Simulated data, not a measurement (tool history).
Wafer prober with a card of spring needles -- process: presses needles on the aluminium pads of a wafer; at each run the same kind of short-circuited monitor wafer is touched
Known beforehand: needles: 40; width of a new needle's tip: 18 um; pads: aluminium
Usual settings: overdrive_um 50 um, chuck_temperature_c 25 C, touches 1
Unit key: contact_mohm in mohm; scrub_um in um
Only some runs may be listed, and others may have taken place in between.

| run | day | overdrive_um | chuck_temperature_c | touches | contact_mohm | scrub_um |
|---|---|---|---|---|---|---|
| 1 | 0 | 50 | 25 | 1 | 227 | 12.67 |
| 2 | 1.312 | 50 | 34 | 1 | 636 | 12.51 |
| 3 | 3.033 | 50 | 34 | 1 | 651 | 12.88 |
| 4 | 3.942 | 50 | 34 | 1 | 319 | 12.84 |
| 5 | 5.325 | 50 | 34 | 1 | 610 | 12.8 |
| 6 | 6.8 | 50 | 25 | 1 | 387 | 12.76 |
| 7 | 7.917 | 50 | 25 | 1 | 398 | 12.69 |
| 8 | 9.45 | 50 | 25 | 1 | 257 | 12.92 |
| 9 | 10.488 | 50 | 25 | 1 | 740 | 12.92 |
| 10 | 11.608 | 50 | 25 | 1 | 741 | 12.88 |
| 11 | 12.75 | 50 | 25 | 1 | 759 | 12.83 |
| 12 | 14.312 | 50 | 25 | 1 | 720 | 12.79 |
| 13 | 15.112 | 34 | 25 | 1 | 394 | 8.61 |
| 14 | 16.65 | 34 | 25 | 1 | 1356 | 8.79 |
| 15 | 17.612 | 50 | 25 | 1 | 731 | 12.9 |
| 16 | 18.329 | 44 | 102 | 2 | 610 | 11.31 |
| 17 | 19.171 | 44 | 102 | 2 | 470 | 11.25 |
| 18 | 20.238 | 45 | 37 | 2 | 514 | 11.5 |
| 19 | 21.954 | 50 | 30 | 2 | 498 | 12.75 |
| 20 | 23.225 | 36 | 39 | 1 | 1281 | 9.1 |
| 21 | 24.025 | 36 | 39 | 1 | 972 | 9.03 |
| 22 | 24.792 | 50 | 25 | 2 | 534 | 12.91 |
| 23 | 26.433 | 42 | 36 | 3 | 494 | 10.8 |
| 24 | 27.996 | 37 | 51 | 2 | 787 | 9.41 |
| 25 | 29.258 | 50 | 25 | 2 | 568 | 12.74 |
| 26 | 30.075 | 50 | 62 | 1 | 657 | 12.7 |
| 27 | 31.529 | 59 | 76 | 2 | 283 | 14.97 |
| 28 | 33.142 | 59 | 76 | 2 | 237 | 15.2 |
| 29 | 34.462 | 59 | 76 | 2 | 429 | 15.2 |

Not shown here: 67 entries made in the log between runs. Locate each between two listed runs and compare the hidden state at the listed run before it with the hidden state at the listed run after it:
In the gap between runs 1 and 2: tips cleaned on abrasive film (day 0.6); tips cleaned on abrasive film (day 1.146)
  debris on the tips, nm: 5.9 -> 107.4; way that the needles fall short of the set height, um: 0.94 -> 1.64; tips' diameter, um: 20.7 -> 21.66
  measured minus no-state result, contact_mohm: +25 -> +431 mohm; scrub_um: -0.24 -> -0.42 um
In the gap between runs 2 and 3: height of the first contact set anew (day 1.446); tips cleaned on abrasive film (day 1.683); tips cleaned on abrasive film (day 2.271); tips cleaned on abrasive film (day 2.796)
  debris on the tips, nm: 107.4 -> 117.5; way that the needles fall short of the set height, um: 1.64 -> 0.23; tips' diameter, um: 21.66 -> 21.74
  measured minus no-state result, contact_mohm: +431 -> +448 mohm; scrub_um: -0.42 -> -0.06 um
In the gap between runs 3 and 4: tips cleaned on abrasive film (day 3.375); tips cleaned on abrasive film (day 3.925)
  debris on the tips, nm: 117.5 -> 28.1; way that the needles fall short of the set height, um: 0.23 -> 0.38; tips' diameter, um: 21.74 -> 21.79
  measured minus no-state result, contact_mohm: +448 -> +113 mohm; scrub_um: -0.06 -> -0.1 um
In the gap between runs 4 and 5: tips cleaned on abrasive film (day 4.5); tips cleaned on abrasive film (day 5.1)
  debris on the tips, nm: 28.1 -> 105.7; way that the needles fall short of the set height, um: 0.38 -> 0.51; tips' diameter, um: 21.79 -> 21.84
  measured minus no-state result, contact_mohm: +113 -> +408 mohm; scrub_um: -0.1 -> -0.13 um
In the gap between runs 5 and 6: tips cleaned on abrasive film (day 5.679); tips cleaned on abrasive film (day 6.258); tips cleaned on abrasive film (day 6.758)
  debris on the tips, nm: 105.7 -> 47.2; way that the needles fall short of the set height, um: 0.51 -> 0.73; tips' diameter, um: 21.84 -> 21.91
  measured minus no-state result, contact_mohm: +408 -> +189 mohm; scrub_um: -0.13 -> -0.19 um
In the gap between runs 6 and 7: tips cleaned on abrasive film, once more (day 7.288); tips cleaned on abrasive film (day 7.867)
  debris on the tips, nm: 47.2 -> 48.2; way that the needles fall short of the set height, um: 0.73 -> 0.9; tips' diameter, um: 21.91 -> 21.97
  measured minus no-state result, contact_mohm: +189 -> +197 mohm; scrub_um: -0.19 -> -0.23 um
In the gap between runs 7 and 8: tips cleaned on abrasive film (day 8.379); tips cleaned on abrasive film (day 8.921); height of the first contact set anew (day 9.054); tips cleaned on abrasive film (day 9.45)
  debris on the tips, nm: 48.2 -> 12.9; way that the needles fall short of the set height, um: 0.9 -> 0.1; tips' diameter, um: 21.97 -> 22.05
  measured minus no-state result, contact_mohm: +197 -> +56 mohm; scrub_um: -0.23 -> -0.02 um
In the gap between runs 8 and 9: tips cleaned on abrasive film (day 10.033)
  debris on the tips, nm: 12.9 -> 137.2; way that the needles fall short of the set height, um: 0.1 -> 0.17; tips' diameter, um: 22.05 -> 22.08
  measured minus no-state result, contact_mohm: +56 -> +539 mohm; scrub_um: -0.02 -> -0.04 um
In the gap between runs 9 and 10: tips cleaned on abrasive film (day 10.617); tips cleaned on abrasive film (day 11.162)
  debris on the tips, nm: 137.2 -> 136.7; way that the needles fall short of the set height, um: 0.17 -> 0.29; tips' diameter, um: 22.08 -> 22.12
  measured minus no-state result, contact_mohm: +539 -> +542 mohm; scrub_um: -0.04 -> -0.08 um
In the gap between runs 10 and 11: tips cleaned on abrasive film (day 11.7); tips cleaned on abrasive film (day 12.283)
  debris on the tips, nm: 136.7 -> 137.4; way that the needles fall short of the set height, um: 0.29 -> 0.41; tips' diameter, um: 22.12 -> 22.16
  measured minus no-state result, contact_mohm: +542 -> +557 mohm; scrub_um: -0.08 -> -0.11 um
In the gap between runs 11 and 12: tips cleaned on abrasive film (day 12.871); tips cleaned on abrasive film (day 13.383); tips cleaned on abrasive film (day 13.954)
  debris on the tips, nm: 137.4 -> 127.7; way that the needles fall short of the set height, um: 0.41 -> 0.61; tips' diameter, um: 22.16 -> 22.23
  measured minus no-state result, contact_mohm: +557 -> +520 mohm; scrub_um: -0.11 -> -0.15 um
In the gap between runs 12 and 13: tips cleaned on abrasive film (day 14.512); tips cleaned on abrasive film (day 15.1)
  debris on the tips, nm: 127.7 -> 19.5; way that the needles fall short of the set height, um: 0.61 -> 0.75; tips' diameter, um: 22.23 -> 22.28
  measured minus no-state result, contact_mohm: +520 -> +179 mohm; scrub_um: -0.15 -> -0.19 um
In the gap between runs 13 and 14: tips cleaned on abrasive film (day 15.667); tips cleaned on abrasive film (day 16.171); height of the first contact set anew (day 16.65)
  debris on the tips, nm: 19.5 -> 137.9; way that the needles fall short of the set height, um: 0.75 -> 0; tips' diameter, um: 22.28 -> 22.34
  measured minus no-state result, contact_mohm: +179 -> +1143 mohm; scrub_um: -0.19 -> +0 um
In the gap between runs 14 and 15: tips cleaned on abrasive film (day 16.733); tips cleaned on abrasive film (day 17.288)
  debris on the tips, nm: 137.9 -> 130.4; way that the needles fall short of the set height, um: 0 -> 0.14; tips' diameter, um: 22.34 -> 22.39
  measured minus no-state result, contact_mohm: +1143 -> +530 mohm; scrub_um: +0 -> -0.04 um
In the gap between runs 15 and 16: tips cleaned on abrasive film (day 17.862)
  debris on the tips, nm: 130.4 -> 137.6; way that the needles fall short of the set height, um: 0.14 -> 0.24; tips' diameter, um: 22.39 -> 22.42
  measured minus no-state result, contact_mohm: +530 -> +384 mohm; scrub_um: -0.04 -> -0.06 um
In the gap between runs 16 and 17: tips cleaned on abrasive film (day 18.454); tips cleaned on abrasive film (day 19.025)
  debris on the tips, nm: 137.6 -> 84.8; way that the needles fall short of the set height, um: 0.24 -> 0.4; tips' diameter, um: 22.42 -> 22.48
  measured minus no-state result, contact_mohm: +384 -> +244 mohm; scrub_um: -0.06 -> -0.11 um
In the gap between runs 17 and 18: tips cleaned on abrasive film (day 19.554); tips cleaned on abrasive film (day 20.075)
  debris on the tips, nm: 84.8 -> 101; way that the needles fall short of the set height, um: 0.4 -> 0.54; tips' diameter, um: 22.48 -> 22.53
  measured minus no-state result, contact_mohm: +244 -> +306 mohm; scrub_um: -0.11 -> -0.14 um
In the gap between runs 18 and 19: tips cleaned on abrasive film (day 20.65); tips cleaned on abrasive film (day 21.142); tips cleaned on abrasive film (day 21.679)
  debris on the tips, nm: 101 -> 120.1; way that the needles fall short of the set height, um: 0.54 -> 0.75; tips' diameter, um: 22.53 -> 22.6
  measured minus no-state result, contact_mohm: +306 -> +300 mohm; scrub_um: -0.14 -> -0.2 um
In the gap between runs 19 and 20: tips cleaned on abrasive film (day 22.267); tips cleaned on abrasive film (day 22.838)
  debris on the tips, nm: 120.1 -> 136.8; way that the needles fall short of the set height, um: 0.75 -> 0.9; tips' diameter, um: 22.6 -> 22.66
  measured minus no-state result, contact_mohm: +300 -> +1069 mohm; scrub_um: -0.2 -> -0.23 um
In the gap between runs 20 and 21: tips cleaned on abrasive film (day 23.354); tips cleaned on abrasive film (day 23.854)
  debris on the tips, nm: 136.8 -> 93.9; way that the needles fall short of the set height, um: 0.9 -> 1.01; tips' diameter, um: 22.66 -> 22.69
  measured minus no-state result, contact_mohm: +1069 -> +755 mohm; scrub_um: -0.23 -> -0.26 um
In the gap between runs 21 and 22: height of the first contact set anew (day 24.279); tips cleaned on abrasive film (day 24.404)
  debris on the tips, nm: 93.9 -> 132.8; way that the needles fall short of the set height, um: 1.01 -> 0.09; tips' diameter, um: 22.69 -> 22.72
  measured minus no-state result, contact_mohm: +755 -> +333 mohm; scrub_um: -0.26 -> -0.02 um
In the gap between runs 22 and 23: tips cleaned on abrasive film (day 24.967); tips cleaned on abrasive film (day 25.558); tips cleaned on abrasive film (day 26.054)
  debris on the tips, nm: 132.8 -> 134.6; way that the needles fall short of the set height, um: 0.09 -> 0.32; tips' diameter, um: 22.72 -> 22.81
  measured minus no-state result, contact_mohm: +333 -> +284 mohm; scrub_um: -0.02 -> -0.08 um
In the gap between runs 23 and 24: tips cleaned on abrasive film (day 26.629); tips cleaned on abrasive film (day 27.196); tips cleaned on abrasive film (day 27.708)
  debris on the tips, nm: 134.6 -> 129.6; way that the needles fall short of the set height, um: 0.32 -> 0.56; tips' diameter, um: 22.81 -> 22.89
  measured minus no-state result, contact_mohm: +284 -> +572 mohm; scrub_um: -0.08 -> -0.15 um
In the gap between runs 24 and 25: tips cleaned on abrasive film (day 28.217); tips cleaned on abrasive film (day 28.788)
  debris on the tips, nm: 129.6 -> 138; way that the needles fall short of the set height, um: 0.56 -> 0.72; tips' diameter, um: 22.89 -> 22.95
  measured minus no-state result, contact_mohm: +572 -> +365 mohm; scrub_um: -0.15 -> -0.19 um
In the gap between runs 25 and 26: tips cleaned on abrasive film (day 29.358); tips cleaned on abrasive film (day 29.892)
  debris on the tips, nm: 138 -> 106.9; way that the needles fall short of the set height, um: 0.72 -> 0.88; tips' diameter, um: 22.95 -> 23
  measured minus no-state result, contact_mohm: +365 -> +446 mohm; scrub_um: -0.19 -> -0.22 um
In the gap between runs 26 and 27: tips cleaned on abrasive film (day 30.412); tips cleaned on abrasive film (day 30.95); tips cleaned on abrasive film (day 31.496)
  debris on the tips, nm: 106.9 -> 38; way that the needles fall short of the set height, um: 0.88 -> 1.13; tips' diameter, um: 23 -> 23.09
  measured minus no-state result, contact_mohm: +446 -> +74 mohm; scrub_um: -0.22 -> -0.29 um
In the gap between runs 27 and 28: height of the first contact set anew (day 31.85); tips cleaned on abrasive film (day 32.079); tips cleaned on abrasive film (day 32.629); tips cleaned on abrasive film (day 33.142)
  debris on the tips, nm: 38 -> 10.1; way that the needles fall short of the set height, um: 1.13 -> 0.22; tips' diameter, um: 23.09 -> 23.17
  measured minus no-state result, contact_mohm: +74 -> +24 mohm; scrub_um: -0.29 -> -0.05 um
In the gap between runs 28 and 29: tips cleaned on abrasive film (day 33.688); tips cleaned on abrasive film (day 34.212)
  debris on the tips, nm: 10.1 -> 125.3; way that the needles fall short of the set height, um: 0.22 -> 0.35; tips' diameter, um: 23.17 -> 23.21
  measured minus no-state result, contact_mohm: +24 -> +223 mohm; scrub_um: -0.05 -> -0.09 um
